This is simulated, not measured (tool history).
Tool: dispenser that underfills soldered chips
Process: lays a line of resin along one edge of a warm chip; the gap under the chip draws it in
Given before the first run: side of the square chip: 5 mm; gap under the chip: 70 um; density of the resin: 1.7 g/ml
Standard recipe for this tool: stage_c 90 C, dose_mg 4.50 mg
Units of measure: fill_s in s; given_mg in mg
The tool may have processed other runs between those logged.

run    day  stage_c  dose_mg  fill_s  given_mg
  1  0.000       90     4.50    19.0      4.27
  2  0.154       90     4.77    21.0      4.60
  3  0.288       84     4.50    31.1      4.23
  4  0.442       84     4.50    36.3      4.32
     0.604  -- new syringe of resin
  5  0.779       84     4.50    24.1      4.18
  6  1.100       95     4.50    22.4      4.24
     1.292  -- new syringe of resin
  7  1.300      100     4.50    10.9      4.12
  8  1.433       96     4.50    15.1      4.13
  9  1.746       96     4.50    20.9      4.12
     1.992  -- new syringe of resin
 10  2.021       96     5.73    13.7      5.44
 11  2.325       90     4.50    23.0      4.14
 12  2.592       90     4.50    30.7      4.13
     2.692  -- new syringe of resin
 13  2.804       90     4.50    18.3      4.06
 14  2.954       90     4.40    21.3      3.97
     3.225  -- dispensing valve cleaned and set on the balance
 15  3.300       90     4.40    29.4      4.35
     3.438  -- new syringe of resin
 16  3.583       90     5.52    17.8      5.44
 17  3.812       90     5.52    22.9      5.51
 18  3.988       90     5.52    28.0      5.57
     4.138  -- new syringe of resin
 19  4.200       90     5.52    16.4      5.47
 20  4.342       82     4.20    26.1      4.18
 21  4.579      105     3.82    14.4      3.84
     4.846  -- new syringe of resin
 22  4.904      105     3.82    10.0      3.76
 23  5.104       80     5.16    30.5      5.08
 24  5.279       80     5.16    36.3      4.94
 25  5.433      102     4.88    18.8      4.73
     5.550  -- new syringe of resin
 26  5.767       90     5.48    19.7      5.40
 27  6.025       90     5.14    25.6      4.98
 28  6.212       94     5.54    26.4      5.38
     6.238  -- new syringe of resin
 29  6.450       96     4.68    15.9      4.46
 30  6.612       90     5.88    23.5      5.71
 31  6.883       87     5.17    34.7      4.97
     6.929  -- new syringe of resin
 32  7.183       89     4.69    20.1      4.51
 33  7.329       93     4.50    21.5      4.33
 34  7.475      102     4.50    17.5      4.22
     7.638  -- new syringe of resin
 35  7.733       88     4.77    19.4      4.52

Each row is a separate what-if for the run after 35, all from the same tool condition, not one after another. Results?
  A  7.988      101     4.50       ?         ?
  B  7.988       88     4.33       ?         ?
  C  7.988       88     5.39       ?         ?
  D  7.988       78     4.17       ?         ?
  E  7.988       98     4.77       ?         ?

run  fill_s  given_mg
  A    15.4      4.26
  B    25.0      4.07
  C    24.2      5.04
  D    37.1      3.91
  E    16.7      4.52
With the hidden condition removed and each run's random variation left untouched, the same runs would have given:
run  fill_s  given_mg
  A    11.1      4.51
  B    17.9      4.30
  C    17.5      5.33
  D    26.6      4.14
  E    11.9      4.78

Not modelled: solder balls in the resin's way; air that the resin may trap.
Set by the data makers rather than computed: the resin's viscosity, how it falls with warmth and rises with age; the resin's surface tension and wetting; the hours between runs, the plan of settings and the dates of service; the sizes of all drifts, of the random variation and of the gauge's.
